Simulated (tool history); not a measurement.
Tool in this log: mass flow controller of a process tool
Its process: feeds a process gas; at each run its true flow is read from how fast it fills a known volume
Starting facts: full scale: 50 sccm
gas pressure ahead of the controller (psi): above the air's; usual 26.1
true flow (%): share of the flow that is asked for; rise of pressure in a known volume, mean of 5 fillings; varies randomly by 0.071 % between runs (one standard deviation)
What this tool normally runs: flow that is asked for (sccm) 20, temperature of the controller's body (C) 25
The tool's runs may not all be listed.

run	hour	flow that is asked for (sccm)	gas pressure ahead of the controller (psi)	temperature of the controller's body (C)	true flow (%)
1	0	20	26.1	25	101.34
2	149.6	7	26.1	25	101.86
3	266	7	26.1	25	102.05
4	400.5	7	26.1	25	101.98
5	499.1	7	26.1	25	102.1
6	673	7	26.1	25	102.16
7	856.9	20	26.1	25	101.66
8	1004.6	20	26.1	25	101.81
9	1094.3	20	26.1	25	101.87
10	1252.5	20	26.1	25	101.9
11	1345.4	20	23.6	25	101.89
12	1533.9	7	33.1	29	103.37
13	1635.7	18	26.1	25	102.02
14	1748.3	10	26.1	22	102.18
15	1938.7	27	26.1	38	103.12
16	2030.5	27	26.1	38	103.19
17	2199.1	27	26.1	38	103.16
18	2311.4	27	26.1	38	103.22
19	2427.4	36	31.8	39	103.45
20	2591	49	26.1	39	103.4
21	2743.4	14	29.2	30	103.19
22	2828.6	14	29.2	30	103.21

3 ways to go on from here, each from the tool as it stands after run 22. What would each give?
A	2919	11	20.5	30	?
B	2919	25	21.8	28	?
C	2919	25	26.1	25	?

run	true flow (%)
A	103.19
B	102.45
C	102.43
Without the tool's unlogged condition, the same runs would have read:
run	true flow (%)
A	99.5
B	99.52
C	99.5
